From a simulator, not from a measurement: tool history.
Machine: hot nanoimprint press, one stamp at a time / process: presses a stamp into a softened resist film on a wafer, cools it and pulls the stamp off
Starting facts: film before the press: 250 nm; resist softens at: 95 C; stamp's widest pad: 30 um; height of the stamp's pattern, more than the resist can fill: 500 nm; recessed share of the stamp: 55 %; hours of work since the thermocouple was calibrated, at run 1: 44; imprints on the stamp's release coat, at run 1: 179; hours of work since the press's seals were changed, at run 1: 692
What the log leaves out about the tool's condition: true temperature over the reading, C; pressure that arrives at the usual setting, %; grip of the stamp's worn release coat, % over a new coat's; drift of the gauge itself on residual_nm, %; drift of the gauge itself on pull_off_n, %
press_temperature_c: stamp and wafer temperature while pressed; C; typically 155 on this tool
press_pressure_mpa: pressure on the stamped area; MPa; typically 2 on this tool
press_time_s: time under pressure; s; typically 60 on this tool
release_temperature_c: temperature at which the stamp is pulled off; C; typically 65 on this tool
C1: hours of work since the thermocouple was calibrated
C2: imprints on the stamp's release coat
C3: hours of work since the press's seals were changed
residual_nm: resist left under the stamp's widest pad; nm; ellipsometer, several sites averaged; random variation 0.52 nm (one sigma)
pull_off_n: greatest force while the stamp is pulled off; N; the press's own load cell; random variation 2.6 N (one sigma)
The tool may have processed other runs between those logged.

run 1 day=0 | press_temperature_c=155 press_pressure_mpa=2 press_time_s=60 release_temperature_c=65 | C1=44 C2=179 C3=692 | residual_nm=131.6 pull_off_n=194
run 2 day=0.983 | press_temperature_c=155 press_pressure_mpa=2.71 press_time_s=60 release_temperature_c=65 | C1=55 C2=228 C3=704 | residual_nm=114.6 pull_off_n=194
run 3 day=1.65 | press_temperature_c=155 press_pressure_mpa=2 press_time_s=60 release_temperature_c=65 | C1=63 C2=260 C3=712 | residual_nm=132.1 pull_off_n=193
run 4 day=2.442 | press_temperature_c=155 press_pressure_mpa=2 press_time_s=60 release_temperature_c=71 | C1=73 C2=299 C3=722 | residual_nm=131.6 pull_off_n=176
run 5 day=3.508 | press_temperature_c=155 press_pressure_mpa=2 press_time_s=60 release_temperature_c=71 | C1=85 C2=351 C3=734 | residual_nm=132.4 pull_off_n=176
run 6 day=4.512 | press_temperature_c=155 press_pressure_mpa=2 press_time_s=60 release_temperature_c=71 | C1=97 C2=400 C3=746 | residual_nm=132 pull_off_n=186
run 7 day=5.571 | press_temperature_c=155 press_pressure_mpa=2 press_time_s=60 release_temperature_c=71 | C1=110 C2=452 C3=759 | residual_nm=131.6 pull_off_n=176
run 8 day=6.408 | press_temperature_c=155 press_pressure_mpa=2 press_time_s=60 release_temperature_c=65 | C1=120 C2=493 C3=769 | residual_nm=131.7 pull_off_n=196
run 9 day=7.804 | press_temperature_c=155 press_pressure_mpa=2 press_time_s=60 release_temperature_c=65 | C1=136 C2=561 C3=785 | residual_nm=132.4 pull_off_n=192
-- day=8.425 stamp cleaned and given a new release coat
run 10 day=9.379 | press_temperature_c=155 press_pressure_mpa=1.23 press_time_s=60 release_temperature_c=65 | C1=152 C2=47 C3=801 | residual_nm=162.1 pull_off_n=199
run 11 day=10.267 | press_temperature_c=155 press_pressure_mpa=2 press_time_s=60 release_temperature_c=65 | C1=163 C2=91 C3=812 | residual_nm=132 pull_off_n=191
run 12 day=11.646 | press_temperature_c=155 press_pressure_mpa=2.98 press_time_s=60 release_temperature_c=65 | C1=179 C2=158 C3=828 | residual_nm=109.5 pull_off_n=198
run 13 day=12.975 | press_temperature_c=155 press_pressure_mpa=2.98 press_time_s=60 release_temperature_c=65 | C1=195 C2=223 C3=844 | residual_nm=109.5 pull_off_n=194
run 14 day=13.762 | press_temperature_c=155 press_pressure_mpa=2.98 press_time_s=60 release_temperature_c=65 | C1=204 C2=262 C3=853 | residual_nm=109.8 pull_off_n=196
-- day=15.133 press's hydraulic seals changed and the load cell set to zero
run 15 day=15.212 | press_temperature_c=155 press_pressure_mpa=2.98 press_time_s=60 release_temperature_c=65 | C1=218 C2=316 C3=1 | residual_nm=110 pull_off_n=195
run 16 day=15.988 | press_temperature_c=144 press_pressure_mpa=1.74 press_time_s=99 release_temperature_c=70 | C1=227 C2=355 C3=10 | residual_nm=193.1 pull_off_n=178
run 17 day=17.575 | press_temperature_c=161 press_pressure_mpa=1.45 press_time_s=99 release_temperature_c=69 | C1=246 C2=432 C3=29 | residual_nm=96.9 pull_off_n=181
run 18 day=18.792 | press_temperature_c=153 press_pressure_mpa=2 press_time_s=60 release_temperature_c=65 | C1=260 C2=492 C3=44 | residual_nm=146.3 pull_off_n=197
run 19 day=19.821 | press_temperature_c=153 press_pressure_mpa=2 press_time_s=60 release_temperature_c=65 | C1=272 C2=542 C3=56 | residual_nm=145 pull_off_n=196
-- day=20.8 stamp cleaned and given a new release coat
run 20 day=21.621 | press_temperature_c=155 press_pressure_mpa=2 press_time_s=84 release_temperature_c=54 | C1=291 C2=40 C3=74 | residual_nm=118.1 pull_off_n=225
run 21 day=23.129 | press_temperature_c=151 press_pressure_mpa=2 press_time_s=60 release_temperature_c=65 | C1=309 C2=114 C3=92 | residual_nm=158.9 pull_off_n=195
run 22 day=23.804 | press_temperature_c=151 press_pressure_mpa=2 press_time_s=60 release_temperature_c=65 | C1=317 C2=147 C3=100 | residual_nm=158.5 pull_off_n=195
run 23 day=24.488 | press_temperature_c=144 press_pressure_mpa=2 press_time_s=118 release_temperature_c=65 | C1=325 C2=180 C3=108 | residual_nm=178.7 pull_off_n=194
run 24 day=25.175 | press_temperature_c=144 press_pressure_mpa=2 press_time_s=118 release_temperature_c=65 | C1=333 C2=214 C3=117 | residual_nm=180.1 pull_off_n=193
run 25 day=26.404 | press_temperature_c=144 press_pressure_mpa=2 press_time_s=118 release_temperature_c=65 | C1=348 C2=274 C3=131 | residual_nm=179.1 pull_off_n=193
run 26 day=27.233 | press_temperature_c=155 press_pressure_mpa=2.33 press_time_s=55 release_temperature_c=65 | C1=358 C2=315 C3=141 | residual_nm=127 pull_off_n=193
-- day=28.042 plate thermocouple calibrated
run 27 day=28.883 | press_temperature_c=155 press_pressure_mpa=2.33 press_time_s=55 release_temperature_c=65 | C1=10 C2=390 C3=159 | residual_nm=126.5 pull_off_n=196
run 28 day=30.062 | press_temperature_c=155 press_pressure_mpa=2.33 press_time_s=55 release_temperature_c=65 | C1=24 C2=447 C3=173 | residual_nm=125.9 pull_off_n=196
run 29 day=31.088 | press_temperature_c=155 press_pressure_mpa=2.87 press_time_s=101 release_temperature_c=61 | C1=36 C2=497 C3=185 | residual_nm=91.4 pull_off_n=204

Take each entry between the runs: how does the hidden state at the last listed run before it differ from the hidden state at the first listed run after it?
In the gap between runs 9 and 10: stamp cleaned and given a new release coat (day 8.425)
  grip of the stamp's worn release coat, % over a new coat's: 0.6 -> 0.1
In the gap between runs 14 and 15: press's hydraulic seals changed and the load cell set to zero (day 15.133)
  pressure that arrives at the usual setting, %: 99.79 -> 100; grip of the stamp's worn release coat, % over a new coat's: 0.3 -> 0.4
In the gap between runs 19 and 20: stamp cleaned and given a new release coat (day 20.8)
  grip of the stamp's worn release coat, % over a new coat's: 0.6 -> 0
In the gap between runs 26 and 27: plate thermocouple calibrated (day 28.042)
  true temperature over the reading, C: -0.04 -> 0; grip of the stamp's worn release coat, % over a new coat's: 0.3 -> 0.4
